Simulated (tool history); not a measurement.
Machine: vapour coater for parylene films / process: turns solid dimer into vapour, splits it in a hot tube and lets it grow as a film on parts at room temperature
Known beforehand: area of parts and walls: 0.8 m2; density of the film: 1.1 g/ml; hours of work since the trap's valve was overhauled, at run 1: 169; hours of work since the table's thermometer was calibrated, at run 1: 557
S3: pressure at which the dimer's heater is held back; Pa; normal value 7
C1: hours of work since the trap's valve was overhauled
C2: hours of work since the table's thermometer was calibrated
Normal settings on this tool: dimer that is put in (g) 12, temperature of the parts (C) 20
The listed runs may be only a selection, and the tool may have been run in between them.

run 1 hour=0 | dimer_that_is_put_in_(g)=12 temperature_of_the_parts_(C)=20 S3=7 | C1=169 C2=557 | thickness_of_the_film_(nm)=7680
run 2 hour=46 | dimer_that_is_put_in_(g)=12 temperature_of_the_parts_(C)=20 S3=7 | C1=192 C2=579 | thickness_of_the_film_(nm)=7620
run 3 hour=89.5 | dimer_that_is_put_in_(g)=12 temperature_of_the_parts_(C)=20 S3=7 | C1=212 C2=600 | thickness_of_the_film_(nm)=7660
run 4 hour=143.2 | dimer_that_is_put_in_(g)=12 temperature_of_the_parts_(C)=20 S3=7 | C1=238 C2=626 | thickness_of_the_film_(nm)=7680
run 5 hour=190.8 | dimer_that_is_put_in_(g)=12 temperature_of_the_parts_(C)=20 S3=7 | C1=261 C2=649 | thickness_of_the_film_(nm)=7680
run 6 hour=246 | dimer_that_is_put_in_(g)=12 temperature_of_the_parts_(C)=20 S3=7 | C1=288 C2=675 | thickness_of_the_film_(nm)=7770
run 7 hour=284.1 | dimer_that_is_put_in_(g)=12 temperature_of_the_parts_(C)=20 S3=7 | C1=306 C2=694 | thickness_of_the_film_(nm)=7680
run 8 hour=308.8 | dimer_that_is_put_in_(g)=12 temperature_of_the_parts_(C)=20 S3=7 | C1=318 C2=706 | thickness_of_the_film_(nm)=7630
run 9 hour=333.1 | dimer_that_is_put_in_(g)=12 temperature_of_the_parts_(C)=20 S3=7 | C1=330 C2=717 | thickness_of_the_film_(nm)=7640
run 10 hour=376.4 | dimer_that_is_put_in_(g)=12 temperature_of_the_parts_(C)=20 S3=3.95 | C1=350 C2=738 | thickness_of_the_film_(nm)=8050
run 11 hour=432.3 | dimer_that_is_put_in_(g)=12 temperature_of_the_parts_(C)=20 S3=3.95 | C1=377 C2=765 | thickness_of_the_film_(nm)=7880
run 12 hour=460.1 | dimer_that_is_put_in_(g)=12 temperature_of_the_parts_(C)=20 S3=3.95 | C1=391 C2=778 | thickness_of_the_film_(nm)=7990
run 13 hour=489.3 | dimer_that_is_put_in_(g)=12 temperature_of_the_parts_(C)=20 S3=3.95 | C1=405 C2=792 | thickness_of_the_film_(nm)=7940
run 14 hour=532.4 | dimer_that_is_put_in_(g)=12 temperature_of_the_parts_(C)=20 S3=7 | C1=425 C2=813 | thickness_of_the_film_(nm)=7610
run 15 hour=585.5 | dimer_that_is_put_in_(g)=12 temperature_of_the_parts_(C)=20 S3=7 | C1=451 C2=839 | thickness_of_the_film_(nm)=7600
-- hour=610.9 trap's valve overhauled
run 16 hour=626.3 | dimer_that_is_put_in_(g)=12 temperature_of_the_parts_(C)=20 S3=7 | C1=7 C2=856 | thickness_of_the_film_(nm)=7590
run 17 hour=653.3 | dimer_that_is_put_in_(g)=12 temperature_of_the_parts_(C)=20 S3=6.03 | C1=20 C2=869 | thickness_of_the_film_(nm)=7700
run 18 hour=709.3 | dimer_that_is_put_in_(g)=12 temperature_of_the_parts_(C)=20 S3=9.53 | C1=47 C2=896 | thickness_of_the_film_(nm)=7480
run 19 hour=755.7 | dimer_that_is_put_in_(g)=12 temperature_of_the_parts_(C)=20 S3=9.53 | C1=70 C2=918 | thickness_of_the_film_(nm)=7470
run 20 hour=813.4 | dimer_that_is_put_in_(g)=12 temperature_of_the_parts_(C)=26 S3=11.73 | C1=97 C2=946 | thickness_of_the_film_(nm)=6370
run 21 hour=866.7 | dimer_that_is_put_in_(g)=12 temperature_of_the_parts_(C)=26 S3=11.73 | C1=123 C2=972 | thickness_of_the_film_(nm)=6380
run 22 hour=916.1 | dimer_that_is_put_in_(g)=9 temperature_of_the_parts_(C)=13 S3=9.79 | C1=147 C2=996 | thickness_of_the_film_(nm)=6610
run 23 hour=971.5 | dimer_that_is_put_in_(g)=5 temperature_of_the_parts_(C)=20 S3=4.51 | C1=173 C2=1022 | thickness_of_the_film_(nm)=3280
run 24 hour=1010.7 | dimer_that_is_put_in_(g)=5 temperature_of_the_parts_(C)=14 S3=3.61 | C1=192 C2=1041 | thickness_of_the_film_(nm)=3890
-- hour=1032.6 table's thermometer calibrated
run 25 hour=1067 | dimer_that_is_put_in_(g)=8 temperature_of_the_parts_(C)=31 S3=3.61 | C1=219 C2=17 | thickness_of_the_film_(nm)=3970
run 26 hour=1124.1 | dimer_that_is_put_in_(g)=6 temperature_of_the_parts_(C)=19 S3=6.31 | C1=246 C2=44 | thickness_of_the_film_(nm)=3960
run 27 hour=1158.2 | dimer_that_is_put_in_(g)=14 temperature_of_the_parts_(C)=28 S3=4.52 | C1=263 C2=60 | thickness_of_the_film_(nm)=7590

Estimate the outcome of run 28 from the log above:
run 28 hour=1187.9 | dimer_that_is_put_in_(g)=12 temperature_of_the_parts_(C)=17 S3=3.81 | C1=277 C2=75 | thickness_of_the_film_(nm)=?

thickness of the film (nm): 8600
Had the tool carried no hidden state, the very same run would have given thickness of the film (nm) 8620.
